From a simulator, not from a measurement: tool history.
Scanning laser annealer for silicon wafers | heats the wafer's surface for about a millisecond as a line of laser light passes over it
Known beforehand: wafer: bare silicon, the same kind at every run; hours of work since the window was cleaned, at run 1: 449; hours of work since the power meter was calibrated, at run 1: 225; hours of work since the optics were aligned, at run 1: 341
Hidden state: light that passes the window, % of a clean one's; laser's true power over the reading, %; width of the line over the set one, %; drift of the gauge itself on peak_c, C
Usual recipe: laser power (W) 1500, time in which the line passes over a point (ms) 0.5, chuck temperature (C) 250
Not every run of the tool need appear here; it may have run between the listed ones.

run	hour	laser power (W)	time in which the line passes over a point (ms)	chuck temperature (C)	hours of work since the window was cleaned	hours of work since the power meter was calibrated	hours of work since the optics were aligned	highest temperature of the surface (C)
1	0	1500	0.5	250	449	225	341	928
2	8.4	1500	0.5	250	453	228	345	930
3	15.8	1500	0.5	218	456	232	348	897
4	27	1500	0.5	218	461	236	353	895
5	39.4	1500	0.5	250	467	242	358	929
6	45.6	1500	0.566	250	470	245	361	961
7	57.1	1500	0.5	250	475	250	366	928
8	66.8	1500	0.5	250	479	254	370	927
9	73.9	1500	0.5	250	482	257	373	926
10	86.2	1500	0.5	250	487	262	379	927
11	94.4	1500	0.5	250	491	266	382	929
12	100.7	1500	0.5	250	494	269	385	928
13	111.1	1500	0.5	250	498	273	390	923
14	122.7	1448	0.5	250	503	279	395	897
15	134.5	1448	0.5	250	509	284	400	897
16	143.8	1448	0.5	250	513	288	404	897
17	152	1448	0.5	250	516	291	408	891
18	162.7	1448	0.5	250	521	296	412	893
19	174.5	1448	0.5	250	526	301	418	893
20	181.5	1448	0.5	250	529	304	421	893

Run 21 comes next. What will it give?
21	191.4	1448	0.5	250	534	309	425	?

Run 21 gave highest temperature of the surface (C) 891.
On a tool with no hidden condition, and with the same random variation, this run would have come out at highest temperature of the surface (C) 928.
